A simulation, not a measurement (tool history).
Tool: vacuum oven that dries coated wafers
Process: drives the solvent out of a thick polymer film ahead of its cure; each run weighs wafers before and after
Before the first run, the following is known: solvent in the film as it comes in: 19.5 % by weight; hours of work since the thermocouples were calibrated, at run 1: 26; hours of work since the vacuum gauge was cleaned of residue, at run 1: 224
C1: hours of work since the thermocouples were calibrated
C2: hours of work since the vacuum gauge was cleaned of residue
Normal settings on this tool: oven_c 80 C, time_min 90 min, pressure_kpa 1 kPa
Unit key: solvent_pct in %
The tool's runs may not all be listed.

run 1 hour=0 | oven_c=80 time_min=90 pressure_kpa=1 | C1=26 C2=224 | solvent_pct=1.26
run 2 hour=58.9 | oven_c=80 time_min=72 pressure_kpa=1 | C1=72 C2=270 | solvent_pct=1.85
run 3 hour=94.8 | oven_c=80 time_min=72 pressure_kpa=1 | C1=100 C2=298 | solvent_pct=1.86
run 4 hour=143.4 | oven_c=80 time_min=72 pressure_kpa=1.29 | C1=138 C2=336 | solvent_pct=2.05
run 5 hour=207.4 | oven_c=80 time_min=72 pressure_kpa=1.29 | C1=188 C2=386 | solvent_pct=2.04
run 6 hour=275 | oven_c=80 time_min=72 pressure_kpa=1.29 | C1=241 C2=439 | solvent_pct=1.95
run 7 hour=345.6 | oven_c=80 time_min=72 pressure_kpa=1.29 | C1=297 C2=494 | solvent_pct=2.04
run 8 hour=397.9 | oven_c=80 time_min=72 pressure_kpa=1.29 | C1=338 C2=535 | solvent_pct=2.11
run 9 hour=439.2 | oven_c=80 time_min=90 pressure_kpa=2.97 | C1=370 C2=567 | solvent_pct=2.68
run 10 hour=473.1 | oven_c=80 time_min=90 pressure_kpa=2.97 | C1=396 C2=594 | solvent_pct=2.71
run 11 hour=522.7 | oven_c=80 time_min=90 pressure_kpa=2.97 | C1=435 C2=633 | solvent_pct=2.72
run 12 hour=582.2 | oven_c=80 time_min=90 pressure_kpa=2.97 | C1=482 C2=679 | solvent_pct=2.69
run 13 hour=636.4 | oven_c=80 time_min=90 pressure_kpa=1 | C1=524 C2=722 | solvent_pct=1.25
run 14 hour=674 | oven_c=80 time_min=90 pressure_kpa=1 | C1=554 C2=751 | solvent_pct=1.36
run 15 hour=706.4 | oven_c=87 time_min=72 pressure_kpa=1.03 | C1=579 C2=777 | solvent_pct=1.06
run 16 hour=738.9 | oven_c=78 time_min=90 pressure_kpa=1 | C1=604 C2=802 | solvent_pct=1.55
run 17 hour=780.2 | oven_c=90 time_min=49 pressure_kpa=0.82 | C1=637 C2=834 | solvent_pct=1.43
run 18 hour=816.3 | oven_c=91 time_min=88 pressure_kpa=0.83 | C1=665 C2=863 | solvent_pct=0.52
run 19 hour=863.1 | oven_c=91 time_min=88 pressure_kpa=0.83 | C1=702 C2=899 | solvent_pct=0.53
run 20 hour=913.2 | oven_c=91 time_min=46 pressure_kpa=0.83 | C1=741 C2=938 | solvent_pct=1.51
run 21 hour=955.2 | oven_c=93 time_min=66 pressure_kpa=1 | C1=774 C2=971 | solvent_pct=0.67
run 22 hour=1024.5 | oven_c=93 time_min=130 pressure_kpa=3.21 | C1=828 C2=1026 | solvent_pct=1.5
-- hour=1060.6 oven's thermocouples calibrated
run 23 hour=1093.4 | oven_c=87 time_min=125 pressure_kpa=0.95 | C1=26 C2=1078 | solvent_pct=0.53
run 24 hour=1151.7 | oven_c=78 time_min=78 pressure_kpa=0.69 | C1=71 C2=1124 | solvent_pct=1.73
run 25 hour=1219 | oven_c=80 time_min=137 pressure_kpa=1.06 | C1=124 C2=1176 | solvent_pct=0.8
run 26 hour=1266.4 | oven_c=80 time_min=82 pressure_kpa=1.87 | C1=161 C2=1213 | solvent_pct=2.11
run 27 hour=1319.5 | oven_c=90 time_min=96 pressure_kpa=2.16 | C1=203 C2=1255 | solvent_pct=1.12
run 28 hour=1352 | oven_c=87 time_min=90 pressure_kpa=0.81 | C1=228 C2=1280 | solvent_pct=0.71

Branching from run 28: 5 alternative next runs. What would each branch give?
run A hour=1425.1 | oven_c=93 time_min=90 pressure_kpa=1.54 | C1=285 C2=1337 | solvent_pct=?
run B hour=1425.1 | oven_c=87 time_min=88 pressure_kpa=0.81 | C1=285 C2=1337 | solvent_pct=?
run C hour=1425.1 | oven_c=71 time_min=103 pressure_kpa=1.29 | C1=285 C2=1337 | solvent_pct=?
run D hour=1425.1 | oven_c=90 time_min=103 pressure_kpa=0.81 | C1=285 C2=1337 | solvent_pct=?
run E hour=1425.1 | oven_c=82 time_min=74 pressure_kpa=2.6 | C1=285 C2=1337 | solvent_pct=?

run=A solvent_pct=0.78
run=B solvent_pct=0.64
run=C solvent_pct=2.58
run=D solvent_pct=0.49
run=E solvent_pct=2.47
Stripped of hidden state, with their random variation kept, the same runs would have yielded:
run=A solvent_pct=0.77
run=B solvent_pct=0.63
run=C solvent_pct=2.56
run=D solvent_pct=0.48
run=E solvent_pct=2.46
